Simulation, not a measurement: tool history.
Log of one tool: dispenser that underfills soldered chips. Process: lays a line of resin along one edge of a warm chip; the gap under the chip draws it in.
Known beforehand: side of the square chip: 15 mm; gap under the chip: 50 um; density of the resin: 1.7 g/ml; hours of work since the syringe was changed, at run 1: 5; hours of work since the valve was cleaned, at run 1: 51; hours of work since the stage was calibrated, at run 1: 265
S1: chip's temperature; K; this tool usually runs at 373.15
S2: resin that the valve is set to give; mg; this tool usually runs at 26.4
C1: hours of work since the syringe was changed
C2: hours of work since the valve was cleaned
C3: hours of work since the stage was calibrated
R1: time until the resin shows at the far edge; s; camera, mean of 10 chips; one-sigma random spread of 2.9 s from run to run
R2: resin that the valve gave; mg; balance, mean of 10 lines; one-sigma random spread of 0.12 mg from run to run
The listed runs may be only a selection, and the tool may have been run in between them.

{"run": 1, "hour": 0.0, "S1": 373.15, "S2": 26.4, "C1": 5, "C2": 51, "C3": 265, "R1": 453.8, "R2": 25.28}
{"hour": 1.4, "done": "new syringe of resin"}
{"run": 2, "hour": 8.0, "S1": 373.15, "S2": 26.4, "C1": 5, "C2": 57, "C3": 271, "R1": 413.1, "R2": 25.05}
{"hour": 10.4, "done": "new syringe of resin"}
{"run": 3, "hour": 12.4, "S1": 373.15, "S2": 26.4, "C1": 1, "C2": 60, "C3": 274, "R1": 315.0, "R2": 24.94}
{"hour": 17.2, "done": "dispensing valve cleaned and set on the balance"}
{"run": 4, "hour": 18.0, "S1": 377.15, "S2": 26.4, "C1": 5, "C2": 1, "C3": 277, "R1": 371.5, "R2": 26.29}
{"hour": 19.9, "done": "new syringe of resin"}
{"run": 5, "hour": 23.2, "S1": 373.15, "S2": 26.4, "C1": 2, "C2": 4, "C3": 280, "R1": 341.1, "R2": 26.36}
{"hour": 28.5, "done": "new syringe of resin"}
{"run": 6, "hour": 29.8, "S1": 373.15, "S2": 26.4, "C1": 1, "C2": 8, "C3": 285, "R1": 295.6, "R2": 26.12}
{"run": 7, "hour": 35.8, "S1": 373.15, "S2": 26.4, "C1": 5, "C2": 13, "C3": 289, "R1": 430.5, "R2": 26.23}
{"hour": 36.9, "done": "new syringe of resin"}
{"run": 8, "hour": 44.8, "S1": 373.15, "S2": 26.4, "C1": 6, "C2": 19, "C3": 295, "R1": 461.5, "R2": 25.76}
{"hour": 45.6, "done": "new syringe of resin"}
{"run": 9, "hour": 53.8, "S1": 373.15, "S2": 26.4, "C1": 6, "C2": 25, "C3": 301, "R1": 459.1, "R2": 25.75}
{"hour": 54.8, "done": "new syringe of resin"}
{"hour": 63.4, "done": "new syringe of resin"}
{"run": 10, "hour": 63.5, "S1": 373.15, "S2": 26.4, "C1": 0, "C2": 31, "C3": 308, "R1": 283.1, "R2": 25.69}
{"hour": 71.9, "done": "new syringe of resin"}
{"run": 11, "hour": 71.9, "S1": 373.15, "S2": 26.4, "C1": 0, "C2": 37, "C3": 313, "R1": 277.4, "R2": 25.41}
{"run": 12, "hour": 76.5, "S1": 373.15, "S2": 26.4, "C1": 3, "C2": 40, "C3": 317, "R1": 365.2, "R2": 25.33}
{"hour": 80.6, "done": "new syringe of resin"}
{"run": 13, "hour": 85.1, "S1": 373.15, "S2": 26.4, "C1": 3, "C2": 46, "C3": 322, "R1": 365.3, "R2": 25.58}
{"hour": 89.1, "done": "new syringe of resin"}
{"run": 14, "hour": 89.6, "S1": 373.15, "S2": 28.0, "C1": 0, "C2": 49, "C3": 325, "R1": 280.4, "R2": 26.74}
{"hour": 98.0, "done": "new syringe of resin"}
{"run": 15, "hour": 99.0, "S1": 373.15, "S2": 26.4, "C1": 1, "C2": 55, "C3": 332, "R1": 300.0, "R2": 24.99}
{"run": 16, "hour": 104.0, "S1": 373.15, "S2": 26.4, "C1": 4, "C2": 59, "C3": 335, "R1": 408.4, "R2": 25.04}
{"hour": 107.0, "done": "new syringe of resin"}
{"hour": 109.7, "done": "dispensing valve cleaned and set on the balance"}
{"run": 17, "hour": 112.4, "S1": 368.15, "S2": 26.4, "C1": 3, "C2": 2, "C3": 340, "R1": 416.3, "R2": 26.41}
{"hour": 116.7, "done": "new syringe of resin"}
{"run": 18, "hour": 120.9, "S1": 359.15, "S2": 25.7, "C1": 3, "C2": 8, "C3": 346, "R1": 556.0, "R2": 25.54}
{"hour": 125.2, "done": "new syringe of resin"}
{"run": 19, "hour": 130.1, "S1": 359.15, "S2": 25.7, "C1": 3, "C2": 14, "C3": 352, "R1": 570.2, "R2": 25.47}
{"hour": 133.7, "done": "new syringe of resin"}
{"run": 20, "hour": 135.8, "S1": 372.15, "S2": 31.4, "C1": 1, "C2": 18, "C3": 356, "R1": 315.9, "R2": 30.85}
{"run": 21, "hour": 141.7, "S1": 372.15, "S2": 31.4, "C1": 6, "C2": 22, "C3": 360, "R1": 457.2, "R2": 30.8}
{"hour": 142.6, "done": "new syringe of resin"}
{"run": 22, "hour": 146.3, "S1": 360.15, "S2": 27.9, "C1": 3, "C2": 25, "C3": 363, "R1": 498.5, "R2": 27.11}

Estimate the outcome of run 23 from the log above:
{"hour": 151.4, "done": "new syringe of resin"}
{"run": 23, "hour": 154.5, "S1": 381.15, "S2": 23.0, "C1": 2, "C2": 30, "C3": 369, "R1": "?", "R2": "?"}

Run 23 measured R1 284.2 s, R2 22.46 mg.
On a tool with no hidden condition, and with the same random variation, this run would have come out at R1 244.0 s, R2 23.08 mg.

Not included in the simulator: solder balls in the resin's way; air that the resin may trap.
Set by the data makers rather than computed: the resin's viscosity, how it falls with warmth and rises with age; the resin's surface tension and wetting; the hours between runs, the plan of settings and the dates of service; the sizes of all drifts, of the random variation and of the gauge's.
